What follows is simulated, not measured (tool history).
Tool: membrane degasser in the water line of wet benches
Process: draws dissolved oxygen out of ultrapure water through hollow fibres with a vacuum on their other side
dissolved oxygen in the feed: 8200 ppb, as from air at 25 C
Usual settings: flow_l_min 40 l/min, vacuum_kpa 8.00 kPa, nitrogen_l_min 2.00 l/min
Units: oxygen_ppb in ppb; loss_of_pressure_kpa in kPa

run	day	flow_l_min	vacuum_kpa	nitrogen_l_min	oxygen_ppb	loss_of_pressure_kpa
1	0.000	40	8.00	2.00	401.4	29.85
2	3.542	40	8.00	2.00	400.8	29.72
3	5.675	40	8.00	2.00	405.2	29.65
4	8.079	40	8.00	2.00	403.9	29.74
5	10.683	40	8.00	4.54	297.5	29.69
6	12.888	40	8.00	4.54	294.6	29.92
# day 13.946: seals of the vacuum lines changed
7	15.471	40	8.00	4.54	298.0	29.67
8	17.833	40	8.00	4.54	296.1	29.80
9	20.242	60	9.33	2.00	756.0	44.56
10	22.538	60	9.33	2.00	768.9	44.81
11	26.279	60	12.70	1.83	978.5	44.55
12	29.650	56	16.30	1.83	1098.5	41.92
13	31.708	29	14.25	1.25	624.3	21.58
14	34.754	40	9.13	2.22	430.9	29.82
15	37.062	44	8.00	4.13	355.9	32.74
16	40.158	44	8.00	4.13	356.2	32.95

4 ways to go on from here, each from the tool as it stands after run 16. What would each give?
A	43.825	44	8.00	3.90	?	?
B	43.825	55	6.41	1.50	?	?
C	43.825	44	11.65	2.58	?	?
D	43.825	53	19.59	0.95	?	?

run	oxygen_ppb	loss_of_pressure_kpa
A	365.4	32.72
B	589.8	40.92
C	542.7	32.92
D	1737.7	39.48
Without the tool's hidden state the same runs would have given:
run	oxygen_ppb	loss_of_pressure_kpa
A	355.2	32.39
B	574.3	40.51
C	532.0	32.59
D	1725.0	39.08

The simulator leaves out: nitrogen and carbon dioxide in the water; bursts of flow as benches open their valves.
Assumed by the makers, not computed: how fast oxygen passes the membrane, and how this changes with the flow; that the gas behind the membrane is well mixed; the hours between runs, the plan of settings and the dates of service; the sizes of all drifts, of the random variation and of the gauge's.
